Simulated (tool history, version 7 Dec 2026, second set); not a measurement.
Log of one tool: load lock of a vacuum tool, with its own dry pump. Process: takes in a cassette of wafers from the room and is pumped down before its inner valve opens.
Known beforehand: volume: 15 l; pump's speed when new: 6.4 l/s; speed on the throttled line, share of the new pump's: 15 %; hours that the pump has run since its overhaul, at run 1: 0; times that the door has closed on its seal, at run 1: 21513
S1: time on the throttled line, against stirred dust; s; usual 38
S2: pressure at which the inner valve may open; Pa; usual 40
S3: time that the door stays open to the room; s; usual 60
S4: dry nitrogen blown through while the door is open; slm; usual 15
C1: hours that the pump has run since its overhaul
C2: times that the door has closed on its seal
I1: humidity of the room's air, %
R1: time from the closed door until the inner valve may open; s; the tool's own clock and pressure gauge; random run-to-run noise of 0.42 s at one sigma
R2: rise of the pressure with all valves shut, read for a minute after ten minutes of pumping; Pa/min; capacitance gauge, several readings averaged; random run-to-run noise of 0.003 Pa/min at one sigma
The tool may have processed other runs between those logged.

run 1 day=0.000 | S1=38 S2=40 S3=60 S4=15 | C1=0 C2=21513 | I1=47.0 | R1=50.8 R2=0.129
run 2 day=3.346 | S1=38 S2=40 S3=60 S4=15 | C1=80 C2=21892 | I1=46.4 | R1=50.5 R2=0.121
run 3 day=8.046 | S1=38 S2=40 S3=60 S4=15 | C1=193 C2=22424 | I1=45.7 | R1=51.0 R2=0.127
run 4 day=12.829 | S1=38 S2=40 S3=60 S4=15 | C1=308 C2=22965 | I1=44.6 | R1=50.5 R2=0.122
run 5 day=17.638 | S1=38 S2=40 S3=60 S4=15 | C1=423 C2=23510 | I1=48.7 | R1=51.1 R2=0.128
run 6 day=23.767 | S1=60 S2=40 S3=60 S4=5 | C1=570 C2=24204 | I1=47.2 | R1=69.1 R2=0.147
run 7 day=28.208 | S1=20 S2=40 S3=60 S4=15 | C1=677 C2=24707 | I1=45.2 | R1=35.8 R2=0.136
run 8 day=32.704 | S1=26 S2=70 S3=60 S4=15 | C1=785 C2=25216 | I1=46.9 | R1=40.0 R2=0.134
run 9 day=38.754 | S1=26 S2=70 S3=60 S4=15 | C1=930 C2=25901 | I1=46.5 | R1=39.4 R2=0.142
run 10 day=43.092 | S1=54 S2=70 S3=30 S4=15 | C1=1034 C2=26392 | I1=45.8 | R1=62.7 R2=0.132

Consider 5 possible next runs. They are alternatives, not a sequence: every one starts from the tool as it was left by run 10. What does each give?
run A day=48.896 | S1=54 S2=39 S3=134 S4=15 | C1=1173 C2=27049 | I1=46.2 | R1=? R2=?
run B day=48.896 | S1=49 S2=70 S3=234 S4=6 | C1=1173 C2=27049 | I1=46.6 | R1=? R2=?
run C day=48.896 | S1=50 S2=40 S3=178 S4=4 | C1=1173 C2=27049 | I1=46.7 | R1=? R2=?
run D day=48.896 | S1=38 S2=46 S3=60 S4=15 | C1=1173 C2=27049 | I1=46.2 | R1=? R2=?
run E day=48.896 | S1=38 S2=40 S3=60 S4=5 | C1=1173 C2=27049 | I1=47.0 | R1=? R2=?

run=A R1=65.2 R2=0.166
run=B R1=60.2 R2=0.199
run=C R1=60.9 R2=0.197
run=D R1=50.9 R2=0.148
run=E R1=50.3 R2=0.168
Stripped of hidden state, with their random variation kept, the same runs would have yielded:
run=A R1=64.8 R2=0.062
run=B R1=59.8 R2=0.097
run=C R1=60.5 R2=0.095
run=D R1=50.4 R2=0.045
run=E R1=49.9 R2=0.065
